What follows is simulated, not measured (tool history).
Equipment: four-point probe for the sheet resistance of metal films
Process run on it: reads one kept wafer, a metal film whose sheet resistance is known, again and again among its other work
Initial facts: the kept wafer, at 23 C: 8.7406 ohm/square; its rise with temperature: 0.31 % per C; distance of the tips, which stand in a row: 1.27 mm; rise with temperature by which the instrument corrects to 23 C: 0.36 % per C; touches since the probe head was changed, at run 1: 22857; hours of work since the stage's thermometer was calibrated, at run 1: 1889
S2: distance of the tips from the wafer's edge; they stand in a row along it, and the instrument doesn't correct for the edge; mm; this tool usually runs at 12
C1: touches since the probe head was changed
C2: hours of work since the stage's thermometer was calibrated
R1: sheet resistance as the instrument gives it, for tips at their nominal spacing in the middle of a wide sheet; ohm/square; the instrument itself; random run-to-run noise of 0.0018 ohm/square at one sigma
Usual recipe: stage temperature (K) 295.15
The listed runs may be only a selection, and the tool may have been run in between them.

Run 1, hour 0.0: usual settings; C1 22857; C2 1889. Result: R1 8.825658 ohm/square.
Run 2, hour 95.3: usual settings; C1 25290; C2 1952. Result: R1 8.827340 ohm/square.
Run 3, hour 159.6: usual settings; C1 26934; C2 1995. Result: R1 8.828966 ohm/square.
Run 4, hour 235.4: usual settings; C1 28869; C2 2045. Result: R1 8.827207 ohm/square.
Run 5, hour 336.4: usual settings; C1 31447; C2 2112. Result: R1 8.829186 ohm/square.
Run 6, hour 426.3: usual settings; C1 33745; C2 2172. Result: R1 8.827950 ohm/square.
Run 7, hour 471.6: usual settings; C1 34901; C2 2202. Result: R1 8.826651 ohm/square.
Run 8, hour 555.0: usual settings but stage temperature (K) 297.15, S2 6 mm; C1 37031; C2 2258. Result: R1 8.979133 ohm/square.
At hour 559.8: stage's thermometer calibrated.
Run 9, hour 618.3: usual settings but stage temperature (K) 300.15, S2 69 mm; C1 38635; C2 39. Result: R1 8.753803 ohm/square.
Run 10, hour 661.5: usual settings but stage temperature (K) 296.15, S2 30 mm; C1 39740; C2 68. Result: R1 8.777070 ohm/square.
Run 11, hour 717.3: usual settings but stage temperature (K) 296.15, S2 30 mm; C1 41165; C2 105. Result: R1 8.775297 ohm/square.
Run 12, hour 766.4: usual settings but stage temperature (K) 306.15, S2 28 mm; C1 42419; C2 137. Result: R1 8.737608 ohm/square.

Alternative continuations, all from the tool just after run 12; predict every row:
Run A, hour 855.3: usual settings but S2 5 mm; C1 44689; C2 196. Result: R1 ?.
Run B, hour 855.3: usual settings but stage temperature (K) 294.15, S2 5 mm; C1 44689; C2 196. Result: R1 ?.
Run C, hour 855.3: usual settings but S2 6 mm; C1 44689; C2 196. Result: R1 ?.

run        R1
  A  9.065973
  B  9.069945
  C  8.981460
Stripped of hidden state, with their random variation kept, the same runs would have yielded:
run        R1
  A  9.037249
  B  9.041251
  C  8.952969
